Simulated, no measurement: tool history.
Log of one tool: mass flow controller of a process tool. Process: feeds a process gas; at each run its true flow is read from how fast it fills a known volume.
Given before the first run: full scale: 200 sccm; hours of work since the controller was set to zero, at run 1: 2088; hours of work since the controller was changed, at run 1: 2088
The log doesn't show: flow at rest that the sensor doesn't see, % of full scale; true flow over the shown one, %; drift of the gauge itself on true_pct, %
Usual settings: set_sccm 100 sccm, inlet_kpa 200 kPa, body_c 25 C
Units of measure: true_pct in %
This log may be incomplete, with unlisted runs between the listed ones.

run,hour,set_sccm,inlet_kpa,body_c,hours of work since the controller was set to zero,hours of work since the controller was changed,true_pct
1,0.0,100,200,25,2088,2088,99.04
2,77.6,100,200,25,2135,2135,99.17
3,204.8,100,200,25,2211,2211,99.16
4,346.1,100,200,25,2296,2296,99.32
5,451.1,100,200,25,2359,2359,99.27
6,630.7,100,200,25,2467,2467,99.42
7,818.3,34,200,25,2580,2580,98.80
8,1007.1,34,200,25,2693,2693,99.07
9,1109.6,34,200,25,2755,2755,99.14
10,1199.9,100,217,24,2809,2809,99.84
11,1289.4,45,173,39,2863,2863,98.77
12,1404.3,45,173,39,2932,2932,98.77
13,1581.6,100,183,32,3038,3038,99.84
14,1725.6,100,183,32,3125,3125,99.94
15,1890.7,100,183,32,3224,3224,99.90
16,2044.7,128,258,33,3317,3317,99.93
17,2173.9,79,200,35,3394,3394,99.67

Here are 3 independent what-if runs from the current tool condition. What would each one return?
A,2268.3,62,239,30,3451,3451,?
B,2268.3,122,263,34,3451,3451,?
C,2268.3,89,200,25,3451,3451,?

run,true_pct
A,99.61
B,99.99
C,100.49
Without the tool's hidden state the same runs would have given:
run,true_pct
A,98.21
B,98.59
C,99.09

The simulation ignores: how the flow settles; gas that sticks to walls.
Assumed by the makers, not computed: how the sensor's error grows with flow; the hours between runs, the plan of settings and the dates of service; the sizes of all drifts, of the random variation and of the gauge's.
